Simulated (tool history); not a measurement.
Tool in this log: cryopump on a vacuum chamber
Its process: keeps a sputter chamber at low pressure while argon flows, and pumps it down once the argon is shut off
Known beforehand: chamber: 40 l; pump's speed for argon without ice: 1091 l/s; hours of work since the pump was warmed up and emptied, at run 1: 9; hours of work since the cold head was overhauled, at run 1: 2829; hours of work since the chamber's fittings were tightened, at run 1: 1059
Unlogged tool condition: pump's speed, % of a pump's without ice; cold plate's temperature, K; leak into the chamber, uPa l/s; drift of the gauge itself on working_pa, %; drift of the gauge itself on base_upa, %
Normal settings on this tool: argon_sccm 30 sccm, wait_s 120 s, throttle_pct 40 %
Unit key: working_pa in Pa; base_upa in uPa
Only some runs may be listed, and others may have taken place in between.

run   hour  argon_sccm  wait_s  throttle_pct  hours of work since the pump was warmed up and emptied  hours of work since the cold head was overhauled  hours of work since the chamber's fittings were tightened  working_pa  base_upa
  1      0          30     120            40                                                       9                                              2829                                                       1059      0.1182      1.73
  2   71.8          30     120            40                                                      72                                              2892                                                       1122      0.1182      1.84
  3  138.3          30     120            40                                                     131                                              2951                                                       1181      0.1193      1.89
  4  206.7          27     120            40                                                     190                                              3011                                                       1241      0.1082      1.97
  5  294.1          27     120            38                                                     267                                              3087                                                       1317      0.1151      2.03
  6    416          27     120            38                                                     374                                              3194                                                       1424      0.1159      2.22
  7  489.2          27     120            38                                                     438                                              3258                                                       1488      0.1183      2.25
  8  610.7          27     120            38                                                     545                                              3365                                                       1595      0.1186      2.35
  9  703.1          27     120            38                                                     626                                              3446                                                       1676      0.1211      2.45
 10  768.6          21     294            48                                                     683                                              3503                                                       1733      0.0775      2.03
 11  861.6          34      32            22                                                     765                                              3585                                                       1815      0.2589      5.08

For run 12, what comes out?
 12  950.4          53      40            40                                                     842                                              3663                                                       1892           ?         ?

{"run 12": {"working_pa": 0.2402, "base_upa": 4.54}}
The same run, on a tool lacking any hidden state, would have yielded working_pa 0.2067 Pa, base_upa 2.9 uPa.
